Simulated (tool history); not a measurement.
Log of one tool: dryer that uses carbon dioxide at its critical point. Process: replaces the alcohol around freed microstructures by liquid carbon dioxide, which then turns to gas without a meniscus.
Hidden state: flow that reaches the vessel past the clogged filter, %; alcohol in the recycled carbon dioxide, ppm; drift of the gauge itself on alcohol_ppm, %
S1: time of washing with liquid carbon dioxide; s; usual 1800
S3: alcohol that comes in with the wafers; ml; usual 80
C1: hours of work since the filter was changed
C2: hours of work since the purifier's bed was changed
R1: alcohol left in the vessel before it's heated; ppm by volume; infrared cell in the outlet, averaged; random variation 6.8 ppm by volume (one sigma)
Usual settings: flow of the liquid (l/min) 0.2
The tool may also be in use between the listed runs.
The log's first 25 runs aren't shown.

Run 26, day 9.9: usual settings but S1 1980 s, flow of the liquid (l/min) 0.261; C1 169; C2 169. Result: R1 72 ppm by volume.
Run 27, day 10.296: usual settings but S1 1980 s, flow of the liquid (l/min) 0.261; C1 173; C2 173. Result: R1 71 ppm by volume.
Run 28, day 10.583: usual settings but S1 1260 s, flow of the liquid (l/min) 0.326; C1 175; C2 175. Result: R1 252 ppm by volume.
Run 29, day 10.938: usual settings but S1 1260 s, flow of the liquid (l/min) 0.326; C1 179; C2 179. Result: R1 262 ppm by volume.
Run 30, day 11.3: usual settings but S1 1200 s, flow of the liquid (l/min) 0.219; C1 182; C2 182. Result: R1 2165 ppm by volume.
Run 31, day 11.638: usual settings but S3 31 ml; C1 185; C2 185. Result: R1 236 ppm by volume.
Run 32, day 12.071: usual settings but S3 57 ml; C1 189; C2 189. Result: R1 430 ppm by volume.
Run 33, day 12.358: usual settings; C1 192; C2 192. Result: R1 588 ppm by volume.
Run 34, day 12.646: usual settings but S1 1680 s, flow of the liquid (l/min) 0.254; C1 195; C2 195. Result: R1 242 ppm by volume.
Run 35, day 13.175: usual settings but S1 2760 s, flow of the liquid (l/min) 0.206; C1 200; C2 200. Result: R1 50 ppm by volume.
Run 36, day 13.662: usual settings but S1 2760 s, flow of the liquid (l/min) 0.206; C1 205; C2 205. Result: R1 55 ppm by volume.
Run 37, day 13.942: usual settings but S1 2640 s, flow of the liquid (l/min) 0.131, S3 25 ml; C1 207; C2 207. Result: R1 265 ppm by volume.
Run 38, day 14.25: usual settings but flow of the liquid (l/min) 0.32, S3 42 ml; C1 210; C2 210. Result: R1 34 ppm by volume.
Run 39, day 14.542: usual settings but S1 1620 s, flow of the liquid (l/min) 0.204, S3 26 ml; C1 213; C2 213. Result: R1 320 ppm by volume.
Run 40, day 14.838: usual settings but S1 2460 s, flow of the liquid (l/min) 0.194, S3 22 ml; C1 216; C2 216. Result: R1 55 ppm by volume.
Run 41, day 15.308: usual settings but S1 2460 s, flow of the liquid (l/min) 0.194, S3 72 ml; C1 220; C2 220. Result: R1 145 ppm by volume.
Run 42, day 15.775: usual settings but S1 2640 s, flow of the liquid (l/min) 0.166; C1 225; C2 225. Result: R1 258 ppm by volume.

4 ways to go on from here, each from the tool as it stands after run 42. What would each give?
Run A, day 16.075: usual settings but S1 2640 s, flow of the liquid (l/min) 0.166, S3 41 ml; C1 228; C2 228. Result: R1 ?.
Run B, day 16.075: usual settings but S1 2100 s, flow of the liquid (l/min) 0.166, S3 72 ml; C1 228; C2 228. Result: R1 ?.
Run C, day 16.075: usual settings but S1 1560 s, flow of the liquid (l/min) 0.129, S3 100 ml; C1 228; C2 228. Result: R1 ?.
Run D, day 16.075: usual settings but S1 1440 s; C1 228; C2 228. Result: R1 ?.

run    R1
  A   150
  B   739
  C  7441
  D  1751
Without the tool's hidden state the same runs would have given:
run    R1
  A    57
  B   335
  C  4792
  D   921
